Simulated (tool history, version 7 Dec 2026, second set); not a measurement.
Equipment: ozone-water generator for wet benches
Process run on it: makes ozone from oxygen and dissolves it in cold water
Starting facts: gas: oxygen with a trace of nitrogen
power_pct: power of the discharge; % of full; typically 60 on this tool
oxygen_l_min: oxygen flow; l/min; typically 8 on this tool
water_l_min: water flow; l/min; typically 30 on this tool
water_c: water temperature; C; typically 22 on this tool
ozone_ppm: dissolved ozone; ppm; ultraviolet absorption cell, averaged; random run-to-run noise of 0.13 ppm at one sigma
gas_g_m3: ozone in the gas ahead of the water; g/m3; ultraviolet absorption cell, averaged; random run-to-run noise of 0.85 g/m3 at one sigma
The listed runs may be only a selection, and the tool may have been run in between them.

run 1 hour=0.0 | power_pct=60 oxygen_l_min=8 water_l_min=30 water_c=22 | ozone_ppm=11.7 gas_g_m3=124.3
run 2 hour=70.0 | power_pct=60 oxygen_l_min=8 water_l_min=30 water_c=22 | ozone_ppm=11.7 gas_g_m3=122.8
run 3 hour=153.9 | power_pct=60 oxygen_l_min=8 water_l_min=30 water_c=22 | ozone_ppm=11.7 gas_g_m3=123.6
run 4 hour=226.9 | power_pct=60 oxygen_l_min=8 water_l_min=41 water_c=22 | ozone_ppm=9.3 gas_g_m3=122.3
run 5 hour=296.0 | power_pct=60 oxygen_l_min=8 water_l_min=30 water_c=22 | ozone_ppm=11.6 gas_g_m3=123.0
run 6 hour=385.1 | power_pct=60 oxygen_l_min=8 water_l_min=30 water_c=22 | ozone_ppm=11.6 gas_g_m3=122.2

Run 7 comes next. What will it give?
run 7 hour=490.6 | power_pct=60 oxygen_l_min=8 water_l_min=30 water_c=22 | ozone_ppm=? gas_g_m3=?

{"run 7": {"ozone_ppm": 11.6, "gas_g_m3": 121.7}}
Minus the tool's unlogged condition, the same run would have read ozone_ppm 13.4 ppm, gas_g_m3 137.5 g/m3.

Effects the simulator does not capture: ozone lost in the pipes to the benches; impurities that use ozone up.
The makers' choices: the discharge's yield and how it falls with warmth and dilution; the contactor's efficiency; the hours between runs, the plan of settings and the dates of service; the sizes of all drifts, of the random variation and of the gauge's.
